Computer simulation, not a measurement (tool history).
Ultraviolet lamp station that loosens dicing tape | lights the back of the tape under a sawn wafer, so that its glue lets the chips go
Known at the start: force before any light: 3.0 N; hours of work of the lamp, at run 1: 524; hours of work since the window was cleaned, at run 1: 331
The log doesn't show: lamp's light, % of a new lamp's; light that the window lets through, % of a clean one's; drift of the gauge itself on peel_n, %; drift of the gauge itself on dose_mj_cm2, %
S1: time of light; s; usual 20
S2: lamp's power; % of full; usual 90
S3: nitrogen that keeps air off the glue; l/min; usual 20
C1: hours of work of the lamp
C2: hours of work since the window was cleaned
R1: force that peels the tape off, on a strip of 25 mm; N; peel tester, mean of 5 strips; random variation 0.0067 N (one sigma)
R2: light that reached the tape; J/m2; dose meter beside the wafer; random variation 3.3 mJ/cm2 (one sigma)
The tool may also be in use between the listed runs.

{"run": 1, "hour": 0.0, "S1": 20, "S2": 90, "S3": 20, "C1": 524, "C2": 331, "R1": 0.363, "R2": 3830}
{"run": 2, "hour": 63.5, "S1": 20, "S2": 90, "S3": 20, "C1": 567, "C2": 374, "R1": 0.386, "R2": 3670}
{"run": 3, "hour": 112.8, "S1": 20, "S2": 90, "S3": 20, "C1": 600, "C2": 407, "R1": 0.402, "R2": 3530}
{"hour": 171.1, "done": "window cleaned of glue's vapour"}
{"run": 4, "hour": 179.3, "S1": 20, "S2": 90, "S3": 20, "C1": 645, "C2": 6, "R1": 0.379, "R2": 3810}
{"run": 5, "hour": 254.6, "S1": 20, "S2": 90, "S3": 8, "C1": 696, "C2": 56, "R1": 0.699, "R2": 3690}
{"run": 6, "hour": 289.8, "S1": 20, "S2": 90, "S3": 38, "C1": 720, "C2": 80, "R1": 0.29, "R2": 3620}
{"hour": 333.6, "done": "lamp changed"}
{"run": 7, "hour": 363.6, "S1": 28, "S2": 90, "S3": 20, "C1": 20, "C2": 129, "R1": 0.151, "R2": 7040}
{"run": 8, "hour": 429.2, "S1": 15, "S2": 77, "S3": 34, "C1": 65, "C2": 174, "R1": 0.374, "R2": 3150}
{"run": 9, "hour": 483.6, "S1": 15, "S2": 77, "S3": 34, "C1": 101, "C2": 210, "R1": 0.386, "R2": 3020}
{"run": 10, "hour": 524.6, "S1": 39, "S2": 77, "S3": 10, "C1": 129, "C2": 238, "R1": 0.199, "R2": 7750}
{"run": 11, "hour": 564.5, "S1": 28, "S2": 77, "S3": 10, "C1": 156, "C2": 265, "R1": 0.336, "R2": 5480}
{"run": 12, "hour": 606.4, "S1": 24, "S2": 72, "S3": 8, "C1": 184, "C2": 293, "R1": 0.576, "R2": 4330}

Forecast each of these 4 alternatives for the next run:
{"run": "A", "hour": 644.2, "S1": 20, "S2": 90, "S3": 7, "C1": 210, "C2": 319, "R1": "?", "R2": "?"}
{"run": "B", "hour": 644.2, "S1": 17, "S2": 61, "S3": 31, "C1": 210, "C2": 319, "R1": "?", "R2": "?"}
{"run": "C", "hour": 644.2, "S1": 25, "S2": 66, "S3": 20, "C1": 210, "C2": 319, "R1": "?", "R2": "?"}
{"run": "D", "hour": 644.2, "S1": 30, "S2": 82, "S3": 23, "C1": 210, "C2": 319, "R1": "?", "R2": "?"}

run=A R1=0.599 R2=4390
run=B R1=0.538 R2=2580
run=C R1=0.337 R2=4030
run=D R1=0.159 R2=6000
Without the tool's hidden state the same runs would have given:
run=A R1=0.445 R2=5330
run=B R1=0.398 R2=3130
run=C R1=0.248 R2=4900
run=D R1=0.133 R2=7300
